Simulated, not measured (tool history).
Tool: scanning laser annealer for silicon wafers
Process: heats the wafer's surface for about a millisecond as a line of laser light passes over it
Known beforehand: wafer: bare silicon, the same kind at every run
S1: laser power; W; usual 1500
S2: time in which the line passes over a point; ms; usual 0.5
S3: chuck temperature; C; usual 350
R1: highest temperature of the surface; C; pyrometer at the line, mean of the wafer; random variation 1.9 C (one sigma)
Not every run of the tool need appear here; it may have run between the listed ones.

| run | day | S1 | S2 | S3 | R1 |
|---|---|---|---|---|---|
| 1 | 0 | 1500 | 0.5 | 350 | 1169 |
| 2 | 0.362 | 1500 | 0.5 | 350 | 1167 |
| 3 | 0.683 | 1500 | 0.5 | 350 | 1166 |
| 4 | 1.188 | 1500 | 0.358 | 350 | 1055 |
| 5 | 1.675 | 1500 | 0.358 | 350 | 1053 |
| 6 | 2.146 | 1500 | 0.358 | 350 | 1056 |
| 7 | 2.467 | 1500 | 0.5 | 350 | 1163 |
| 8 | 2.933 | 1500 | 0.5 | 350 | 1161 |
| 9 | 3.25 | 1500 | 0.5 | 350 | 1160 |
| 10 | 3.529 | 1500 | 0.5 | 350 | 1161 |
| 11 | 3.854 | 1641 | 0.526 | 328 | 1257 |
| 12 | 4.296 | 1542 | 0.354 | 347 | 1070 |
| 13 | 4.779 | 1500 | 0.381 | 350 | 1067 |
| 14 | 5.062 | 1469 | 0.483 | 350 | 1123 |
| 15 | 5.554 | 1481 | 0.602 | 350 | 1205 |
| 16 | 5.838 | 1481 | 0.602 | 350 | 1207 |
| 17 | 6.088 | 1295 | 0.568 | 327 | 1027 |
| 18 | 6.425 | 1604 | 0.567 | 363 | 1288 |
| 19 | 6.829 | 1604 | 0.567 | 363 | 1288 |

Each row is a separate what-if for the run after 19, all from the same tool condition, not one after another. Results?
| A | 7.046 | 1604 | 0.567 | 369 | ? |
| B | 7.046 | 1604 | 0.444 | 363 | ? |
| C | 7.046 | 1463 | 0.5 | 366 | ? |
| D | 7.046 | 1620 | 0.5 | 365 | ? |
| E | 7.046 | 1374 | 0.466 | 350 | ? |

| run | R1 |
|---|---|
| A | 1293 |
| B | 1198 |
| C | 1141 |
| D | 1256 |
| E | 1044 |
With no hidden state in the tool, these same runs would have given:
| run | R1 |
|---|---|
| A | 1331 |
| B | 1232 |
| C | 1173 |
| D | 1292 |
| E | 1073 |
